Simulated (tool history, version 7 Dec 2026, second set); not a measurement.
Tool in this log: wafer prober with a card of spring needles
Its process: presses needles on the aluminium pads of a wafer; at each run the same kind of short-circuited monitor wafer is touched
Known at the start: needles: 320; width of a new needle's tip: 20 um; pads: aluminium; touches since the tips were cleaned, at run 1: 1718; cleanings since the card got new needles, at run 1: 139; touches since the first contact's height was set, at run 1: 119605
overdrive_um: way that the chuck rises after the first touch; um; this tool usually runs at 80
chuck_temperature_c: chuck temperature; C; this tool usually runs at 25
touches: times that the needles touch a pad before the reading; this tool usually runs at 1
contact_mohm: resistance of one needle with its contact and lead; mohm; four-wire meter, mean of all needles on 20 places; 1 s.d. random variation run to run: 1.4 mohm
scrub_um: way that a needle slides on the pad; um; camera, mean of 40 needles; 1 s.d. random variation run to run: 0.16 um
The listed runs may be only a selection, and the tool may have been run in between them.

run,hour,overdrive_um,chuck_temperature_c,touches,touches since the tips were cleaned,cleanings since the card got new needles,touches since the first contact's height was set,contact_mohm,scrub_um
1,0,80,25,1,1718,139,119605,115,15.8
# hour 1.1: tips cleaned on abrasive film
# hour 5.2: tips cleaned on abrasive film
# hour 9.2: tips cleaned on abrasive film
# hour 14.3: tips cleaned on abrasive film
# hour 18.4: tips cleaned on abrasive film
2,20.4,80,25,1,1077,144,130112,115,15.82
# hour 22.5: tips cleaned on abrasive film
# hour 27.6: tips cleaned on abrasive film
# hour 31.7: tips cleaned on abrasive film
3,34.9,80,25,1,1681,147,137554,115,15.59
# hour 36: tips cleaned on abrasive film
# hour 41: tips cleaned on abrasive film
# hour 45.1: tips cleaned on abrasive film
# hour 50.2: tips cleaned on abrasive film
# hour 54.2: tips cleaned on abrasive film
# hour 59.1: tips cleaned on abrasive film
4,59.1,80,25,1,0,153,150024,114,15.84
# hour 64.2: tips cleaned on abrasive film
# hour 69.3: tips cleaned on abrasive film
5,73.1,80,25,1,2001,155,157265,113,15.73
# hour 74.1: tips cleaned on abrasive film
# hour 78.2: tips cleaned on abrasive film
# hour 82.3: tips cleaned on abrasive film
# hour 94.3: card fitted with new needles
# hour 98.4: tips cleaned on abrasive film
# hour 102.5: tips cleaned on abrasive film
# hour 106.5: tips cleaned on abrasive film
# hour 111.6: tips cleaned on abrasive film
# hour 115.7: tips cleaned on abrasive film
6,116.4,80,25,1,402,5,11405,115,15.71
# hour 120.5: tips cleaned on abrasive film
# hour 124.6: tips cleaned on abrasive film
# hour 129.7: tips cleaned on abrasive film
7,132.1,80,25,1,1275,8,19491,113,15.89
# hour 134.2: tips cleaned on abrasive film
# hour 138.2: tips cleaned on abrasive film
# hour 143.3: tips cleaned on abrasive film
# hour 148.4: tips cleaned on abrasive film
# hour 152.5: tips cleaned on abrasive film
# hour 156.5: tips cleaned on abrasive film
8,157.1,80,124,1,299,14,32365,131,15.92
# hour 161.2: tips cleaned on abrasive film
# hour 166.3: tips cleaned on abrasive film
# hour 171.3: tips cleaned on abrasive film
# hour 175.4: tips cleaned on abrasive film
# hour 180.5: tips cleaned on abrasive film
# hour 185.5: tips cleaned on abrasive film
9,187.8,80,25,1,1172,20,48208,116,15.95
# hour 189.9: tips cleaned on abrasive film
# hour 193.9: tips cleaned on abrasive film
# hour 199: tips cleaned on abrasive film
# hour 203.1: tips cleaned on abrasive film
# hour 207.2: tips cleaned on abrasive film
10,209.3,80,50,1,1114,25,59276,120,15.88
# hour 211.4: tips cleaned on abrasive film
# hour 215.4: tips cleaned on abrasive film
# hour 220.5: tips cleaned on abrasive film
# hour 224.6: tips cleaned on abrasive film
11,226.4,80,96,1,937,29,68075,125,16.11
# hour 229.4: tips cleaned on abrasive film
# hour 233.5: tips cleaned on abrasive film
# hour 237.6: tips cleaned on abrasive film
# hour 242.7: tips cleaned on abrasive film
12,246.6,80,25,1,2047,33,78505,114,15.73
# hour 247.6: tips cleaned on abrasive film
# hour 251.7: tips cleaned on abrasive film
# hour 255.8: tips cleaned on abrasive film
# hour 259.9: tips cleaned on abrasive film
# hour 264.9: tips cleaned on abrasive film
# hour 269: tips cleaned on abrasive film
13,270.5,69,29,3,786,39,90817,118,13.48
# hour 273.6: tips cleaned on abrasive film
# hour 277.7: tips cleaned on abrasive film
# hour 282.7: tips cleaned on abrasive film
# hour 286.8: tips cleaned on abrasive film
14,286.9,69,55,1,30,43,99231,120,13.63
# hour 291: tips cleaned on abrasive film
# hour 295: tips cleaned on abrasive film
# hour 299.1: tips cleaned on abrasive film
# hour 303.2: tips cleaned on abrasive film
# hour 307.3: tips cleaned on abrasive film
# hour 312.3: tips cleaned on abrasive film
# hour 316.9: tips cleaned on abrasive film
15,316.9,69,55,1,0,50,114705,121,13.64
# hour 321: tips cleaned on abrasive film
# hour 325.1: tips cleaned on abrasive film
# hour 329.2: tips cleaned on abrasive film
# hour 334.2: tips cleaned on abrasive film
# hour 338.3: tips cleaned on abrasive film
# hour 343: tips cleaned on abrasive film
16,343,84,31,1,0,56,128123,115,16.85
# hour 348.1: tips cleaned on abrasive film
# hour 352.1: tips cleaned on abrasive film
# hour 356.2: tips cleaned on abrasive film
# hour 361.3: tips cleaned on abrasive film
# hour 366.4: tips cleaned on abrasive film
# hour 371.4: tips cleaned on abrasive film
17,374.7,72,84,1,1714,62,144508,124,14.42
# hour 375.8: tips cleaned on abrasive film
# hour 380.9: tips cleaned on abrasive film
# hour 385.9: tips cleaned on abrasive film
# hour 390: tips cleaned on abrasive film
18,393,65,53,2,1577,66,153944,122,12.94
# hour 395.1: tips cleaned on abrasive film
# hour 400.1: tips cleaned on abrasive film
# hour 405.2: tips cleaned on abrasive film
# hour 409.3: tips cleaned on abrasive film
# hour 413.3: tips cleaned on abrasive film
# hour 418.4: tips cleaned on abrasive film
# hour 423.5: tips cleaned on abrasive film
19,425.2,65,53,2,918,73,170566,125,12.56
# hour 428.3: tips cleaned on abrasive film
# hour 432.4: tips cleaned on abrasive film
# hour 436.5: tips cleaned on abrasive film
# hour 441.5: tips cleaned on abrasive film
# hour 446.6: tips cleaned on abrasive film
20,450.1,97,48,2,1841,78,183410,116,19.05
# hour 451.2: tips cleaned on abrasive film
# hour 456.3: tips cleaned on abrasive film
# hour 461.3: tips cleaned on abrasive film
# hour 466.4: tips cleaned on abrasive film
# hour 470.5: tips cleaned on abrasive film
21,473.1,84,39,3,1359,83,195247,114,16.59
# hour 475.1: tips cleaned on abrasive film
# hour 479.2: tips cleaned on abrasive film
# hour 484.3: tips cleaned on abrasive film
# hour 484.6: height of the first contact set anew
# hour 489.7: tips cleaned on abrasive film
# hour 493.7: tips cleaned on abrasive film
# hour 497.8: tips cleaned on abrasive film
# hour 502.9: tips cleaned on abrasive film
22,506.3,84,39,3,1792,90,11222,116,16.57
# hour 507.4: tips cleaned on abrasive film
# hour 511.5: tips cleaned on abrasive film
# hour 516.5: tips cleaned on abrasive film
# hour 521.6: tips cleaned on abrasive film
# hour 526.7: tips cleaned on abrasive film
# hour 531.7: tips cleaned on abrasive film
23,535.3,82,81,1,1895,96,26218,121,16.24
# hour 536.4: tips cleaned on abrasive film
# hour 541.5: tips cleaned on abrasive film
# hour 546.6: tips cleaned on abrasive film
# hour 551.6: tips cleaned on abrasive film
# hour 555.7: tips cleaned on abrasive film
24,556.7,82,81,1,533,101,37232,121,16.39

Alternative continuations, all from the tool just after run 24; predict every row:
# hour 559.9: tips cleaned on abrasive film
# hour 564: tips cleaned on abrasive film
# hour 568: tips cleaned on abrasive film
# hour 573.1: tips cleaned on abrasive film
A,575.8,82,54,1,1403,105,47057,?,?
# hour 559.9: tips cleaned on abrasive film
# hour 564: tips cleaned on abrasive film
# hour 568: tips cleaned on abrasive film
# hour 573.1: tips cleaned on abrasive film
B,575.8,61,36,1,1403,105,47057,?,?
# hour 559.9: tips cleaned on abrasive film
# hour 564: tips cleaned on abrasive film
# hour 568: tips cleaned on abrasive film
# hour 573.1: tips cleaned on abrasive film
C,575.8,86,59,1,1403,105,47057,?,?
# hour 559.9: tips cleaned on abrasive film
# hour 564: tips cleaned on abrasive film
# hour 568: tips cleaned on abrasive film
# hour 573.1: tips cleaned on abrasive film
D,575.8,70,25,2,1403,105,47057,?,?

run,contact_mohm,scrub_um
A,118,16.11
B,121,12.06
C,117,16.92
D,119,13.44
Stripped of hidden state, with their random variation kept, the same runs would have yielded:
run,contact_mohm,scrub_um
A,118,16.11
B,120,12.07
C,117,16.92
D,119,13.44

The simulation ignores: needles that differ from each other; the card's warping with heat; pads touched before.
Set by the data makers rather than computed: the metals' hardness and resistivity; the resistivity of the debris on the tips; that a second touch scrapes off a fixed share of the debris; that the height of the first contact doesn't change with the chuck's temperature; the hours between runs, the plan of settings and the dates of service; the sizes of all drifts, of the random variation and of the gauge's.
